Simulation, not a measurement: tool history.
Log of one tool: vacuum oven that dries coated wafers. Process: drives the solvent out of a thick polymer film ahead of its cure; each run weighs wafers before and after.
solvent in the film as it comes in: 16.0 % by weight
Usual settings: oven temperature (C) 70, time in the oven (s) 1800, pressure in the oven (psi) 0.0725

run	hour	oven temperature (C)	time in the oven (s)	pressure in the oven (psi)	solvent left in the film (%)
1	0	70	1800	0.0725	0.92
2	34.3	70	1800	0.0725	0.92
3	59.1	70	1800	0.0725	0.88
4	88.1	70	1800	0.0725	0.89
5	113.5	70	1800	0.0725	0.84
6	149.3	70	1800	0.0725	0.87
7	186.8	81	1800	0.0725	0.19
8	210.6	76	1800	0.0725	0.31
9	256.4	70	1920	0.0725	0.76
10	287.7	70	2580	0.0725	0.43
11	334.8	70	2580	0.0725	0.42
12	376.7	70	2580	0.0725	0.41
13	410.8	70	1800	0.0683	0.87
14	452.2	70	1800	0.0683	0.84
15	480.6	69	1800	0.0683	0.92
16	502.9	69	1800	0.0683	1.01
17	532.6	69	1800	0.0683	0.99
18	553.1	78	1800	0.0725	0.28
19	584.7	80	1020	0.0629	0.63
20	612	80	1020	0.0629	0.63
21	658.3	64	1140	0.046	3.81
22	692.2	75	1800	0.2532	0.83
23	721.5	78	1800	0.0725	0.26
24	742.5	78	1020	0.0935	0.95
25	783.4	76	2280	0.141	0.35
26	806.2	76	2280	0.141	0.38
27	845.8	70	2940	0.0725	0.35
28	880.5	58	1560	0.0651	4.47
29	921.9	58	1560	0.0651	4.42
30	956.9	57	1800	0.0822	4.22
31	978	57	1800	0.0822	4.15
32	1015.9	57	1800	0.0822	4.22
33	1039.1	57	1320	0.0822	5.69
34	1086.5	70	1080	0.2822	2.88
35	1110.5	58	1800	0.049	3.73

Taken out of this log: 1 entry between the listed runs. Where each belongs, and how the hidden state differs across it:
Between runs 12 and 13: oven's thermocouples calibrated (hour 402.3)
  true wafer temperature over the reading, C: -0.07 -> 0.02
